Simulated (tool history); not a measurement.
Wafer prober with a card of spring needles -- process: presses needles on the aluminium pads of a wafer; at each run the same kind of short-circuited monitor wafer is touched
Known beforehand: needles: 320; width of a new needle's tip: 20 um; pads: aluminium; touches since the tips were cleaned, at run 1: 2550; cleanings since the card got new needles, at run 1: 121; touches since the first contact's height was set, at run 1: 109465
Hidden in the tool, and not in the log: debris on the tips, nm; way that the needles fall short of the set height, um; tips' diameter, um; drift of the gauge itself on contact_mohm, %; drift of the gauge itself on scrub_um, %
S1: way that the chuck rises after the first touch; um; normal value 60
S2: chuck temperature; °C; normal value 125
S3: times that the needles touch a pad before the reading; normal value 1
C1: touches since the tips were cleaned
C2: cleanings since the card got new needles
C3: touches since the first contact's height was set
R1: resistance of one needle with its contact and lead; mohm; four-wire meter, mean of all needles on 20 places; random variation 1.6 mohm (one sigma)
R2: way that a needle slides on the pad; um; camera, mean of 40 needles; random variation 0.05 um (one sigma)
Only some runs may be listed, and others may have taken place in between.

run 1 hour=0.0 | S1=60 S2=125 S3=1 | C1=2550 C2=121 C3=109465 | R1=164 R2=10.19
-- hour=2.6 tips cleaned on abrasive film
-- hour=15.1 tips cleaned on abrasive film
-- hour=27.6 tips cleaned on abrasive film
-- hour=37.6 tips cleaned on abrasive film
-- hour=47.6 tips cleaned on abrasive film
-- hour=57.7 tips cleaned on abrasive film
-- hour=60.4 height of the first contact set anew
run 2 hour=62.7 | S1=60 S2=81 S3=1 | C1=1253 C2=127 C3=598 | R1=155 R2=10.12
-- hour=70.2 tips cleaned on abrasive film
-- hour=80.3 tips cleaned on abrasive film
-- hour=92.8 tips cleaned on abrasive film
-- hour=102.8 tips cleaned on abrasive film
-- hour=115.3 tips cleaned on abrasive film
run 3 hour=121.3 | S1=60 S2=81 S3=1 | C1=1586 C2=132 C3=15958 | R1=155 R2=10.15
-- hour=126.4 tips cleaned on abrasive film
-- hour=136.4 tips cleaned on abrasive film
-- hour=148.9 tips cleaned on abrasive film
-- hour=158.9 tips cleaned on abrasive film
-- hour=171.4 tips cleaned on abrasive film
-- hour=181.4 tips cleaned on abrasive film
run 4 hour=189.5 | S1=60 S2=125 S3=2 | C1=2133 C2=138 C3=33833 | R1=165 R2=10.12
-- hour=192.1 tips cleaned on abrasive film
-- hour=202.1 tips cleaned on abrasive film
-- hour=212.1 tips cleaned on abrasive film
-- hour=222.2 tips cleaned on abrasive film
run 5 hour=225.7 | S1=60 S2=125 S3=2 | C1=925 C2=142 C3=43285 | R1=163 R2=10.12
-- hour=233.2 tips cleaned on abrasive film
-- hour=245.7 tips cleaned on abrasive film
-- hour=258.2 tips cleaned on abrasive film
-- hour=268.2 tips cleaned on abrasive film
run 6 hour=275.1 | S1=60 S2=125 S3=2 | C1=1819 C2=146 C3=56254 | R1=162 R2=10.17
-- hour=280.2 tips cleaned on abrasive film
-- hour=290.2 tips cleaned on abrasive film
-- hour=300.2 tips cleaned on abrasive film
-- hour=312.7 tips cleaned on abrasive film
run 7 hour=321.0 | S1=60 S2=125 S3=2 | C1=2191 C2=150 C3=68284 | R1=163 R2=10.14
-- hour=323.6 tips cleaned on abrasive film
-- hour=333.6 tips cleaned on abrasive film
-- hour=346.1 tips cleaned on abrasive film
-- hour=358.6 tips cleaned on abrasive film
-- hour=368.6 tips cleaned on abrasive film
-- hour=378.7 tips cleaned on abrasive film
-- hour=390.9 tips cleaned on abrasive film
run 8 hour=390.9 | S1=60 S2=125 S3=2 | C1=0 C2=157 C3=86575 | R1=162 R2=10.17
-- hour=403.4 tips cleaned on abrasive film
-- hour=413.4 tips cleaned on abrasive film
-- hour=424.3 tips cleaned on abrasive film
run 9 hour=424.3 | S1=60 S2=125 S3=2 | C1=0 C2=160 C3=95329 | R1=165 R2=10.10
-- hour=434.3 tips cleaned on abrasive film
-- hour=444.4 tips cleaned on abrasive film
-- hour=456.9 tips cleaned on abrasive film
run 10 hour=466.5 | S1=60 S2=125 S3=2 | C1=2546 C2=163 C3=106402 | R1=161 R2=10.11
-- hour=469.1 tips cleaned on abrasive film
-- hour=479.1 tips cleaned on abrasive film
-- hour=491.6 tips cleaned on abrasive film
-- hour=501.6 tips cleaned on abrasive film
run 11 hour=502.4 | S1=51 S2=125 S3=1 | C1=203 C2=167 C3=115788 | R1=170 R2=8.67
-- hour=512.4 tips cleaned on abrasive film
-- hour=522.4 tips cleaned on abrasive film
-- hour=532.5 tips cleaned on abrasive film
-- hour=539.8 height of the first contact set anew
run 12 hour=539.8 | S1=60 S2=125 S3=1 | C1=1852 C2=170 C3=0 | R1=162 R2=10.10
-- hour=544.8 tips cleaned on abrasive film
-- hour=554.8 tips cleaned on abrasive film
-- hour=564.9 tips cleaned on abrasive film
-- hour=577.4 tips cleaned on abrasive film
run 13 hour=583.1 | S1=60 S2=52 S3=1 | C1=1516 C2=174 C3=11355 | R1=148 R2=9.97
-- hour=588.2 tips cleaned on abrasive film
-- hour=598.2 tips cleaned on abrasive film
-- hour=608.2 tips cleaned on abrasive film
-- hour=618.2 tips cleaned on abrasive film
-- hour=630.7 tips cleaned on abrasive film
-- hour=643.3 tips cleaned on abrasive film
run 14 hour=652.0 | S1=60 S2=89 S3=3 | C1=2319 C2=180 C3=29416 | R1=157 R2=10.00
-- hour=654.6 tips cleaned on abrasive film
-- hour=667.1 tips cleaned on abrasive film
-- hour=679.6 tips cleaned on abrasive film
-- hour=689.6 tips cleaned on abrasive film
-- hour=702.1 tips cleaned on abrasive film
-- hour=714.6 tips cleaned on abrasive film
run 15 hour=716.6 | S1=60 S2=89 S3=3 | C1=523 C2=186 C3=46338 | R1=158 R2=10.16
-- hour=726.7 tips cleaned on abrasive film
-- hour=739.2 tips cleaned on abrasive film
-- hour=749.2 tips cleaned on abrasive film
-- hour=761.7 tips cleaned on abrasive film
run 16 hour=766.6 | S1=60 S2=82 S3=2 | C1=1304 C2=190 C3=59449 | R1=154 R2=10.06
-- hour=774.2 tips cleaned on abrasive film
-- hour=786.7 tips cleaned on abrasive film
-- hour=799.2 tips cleaned on abrasive film
-- hour=809.2 tips cleaned on abrasive film
run 17 hour=811.6 | S1=60 S2=108 S3=1 | C1=629 C2=194 C3=71230 | R1=159 R2=10.09
-- hour=821.6 tips cleaned on abrasive film
-- hour=834.1 tips cleaned on abrasive film
-- hour=844.1 tips cleaned on abrasive film
-- hour=856.6 tips cleaned on abrasive film
run 18 hour=861.2 | S1=60 S2=108 S3=1 | C1=1200 C2=198 C3=84237 | R1=161 R2=10.07
-- hour=868.7 tips cleaned on abrasive film
-- hour=878.7 tips cleaned on abrasive film
-- hour=891.2 tips cleaned on abrasive film
-- hour=901.3 tips cleaned on abrasive film
-- hour=913.8 tips cleaned on abrasive film
run 19 hour=915.7 | S1=60 S2=40 S3=1 | C1=498 C2=203 C3=98509 | R1=149 R2=10.18
-- hour=925.7 tips cleaned on abrasive film
-- hour=935.7 tips cleaned on abrasive film
-- hour=945.7 tips cleaned on abrasive film
-- hour=958.2 tips cleaned on abrasive film
run 20 hour=966.1 | S1=60 S2=40 S3=1 | C1=2078 C2=207 C3=111738 | R1=146 R2=9.92
-- hour=968.7 tips cleaned on abrasive film
-- hour=978.7 tips cleaned on abrasive film
-- hour=988.7 tips cleaned on abrasive film
-- hour=1001.2 tips cleaned on abrasive film
-- hour=1011.3 tips cleaned on abrasive film
run 21 hour=1016.0 | S1=41 S2=125 S3=2 | C1=1246 C2=212 C3=124791 | R1=175 R2=6.90
-- hour=1018.7 height of the first contact set anew
-- hour=1023.8 tips cleaned on abrasive film
-- hour=1033.8 tips cleaned on abrasive film
-- hour=1043.9 tips cleaned on abrasive film
-- hour=1053.9 tips cleaned on abrasive film
run 22 hour=1057.9 | S1=41 S2=125 S3=2 | C1=1053 C2=216 C3=10237 | R1=176 R2=6.85
-- hour=1065.4 tips cleaned on abrasive film
-- hour=1075.4 tips cleaned on abrasive film
-- hour=1085.4 tips cleaned on abrasive film
-- hour=1098.0 tips cleaned on abrasive film
-- hour=1110.5 tips cleaned on abrasive film
run 23 hour=1116.8 | S1=41 S2=125 S3=2 | C1=1688 C2=221 C3=25699 | R1=176 R2=6.83
-- hour=1121.9 tips cleaned on abrasive film
-- hour=1131.9 tips cleaned on abrasive film
-- hour=1144.4 tips cleaned on abrasive film
-- hour=1156.9 tips cleaned on abrasive film
-- hour=1167.0 tips cleaned on abrasive film
run 24 hour=1173.8 | S1=41 S2=125 S3=2 | C1=1796 C2=226 C3=40614 | R1=175 R2=6.87

Below, some changes in R2 between adjacent runs. For each, the amount present without the hidden state too (settings, incoming material, random variation) and the amount remaining for the hidden state with gauge scatter not shared by both compared results:
Run 3 -> 4: S2 81 -> 125, S3 1 -> 2, tips cleaned on abrasive film, tips cleaned on abrasive film, tips cleaned on abrasive film, tips cleaned on abrasive film, tips cleaned on abrasive film, tips cleaned on abrasive film. R2 -0.03 um: hidden state -0.02, all else -0.01.
Run 10 -> 11: S1 60 -> 51, S3 2 -> 1, tips cleaned on abrasive film, tips cleaned on abrasive film, tips cleaned on abrasive film, tips cleaned on abrasive film. R2 -1.44 um: hidden state +0.01, all else -1.45.
Run 20 -> 21: S1 60 -> 41, S2 40 -> 125, S3 1 -> 2, tips cleaned on abrasive film, tips cleaned on abrasive film, tips cleaned on abrasive film, tips cleaned on abrasive film, tips cleaned on abrasive film. R2 -3.02 um: hidden state +0.05, all else -3.07.
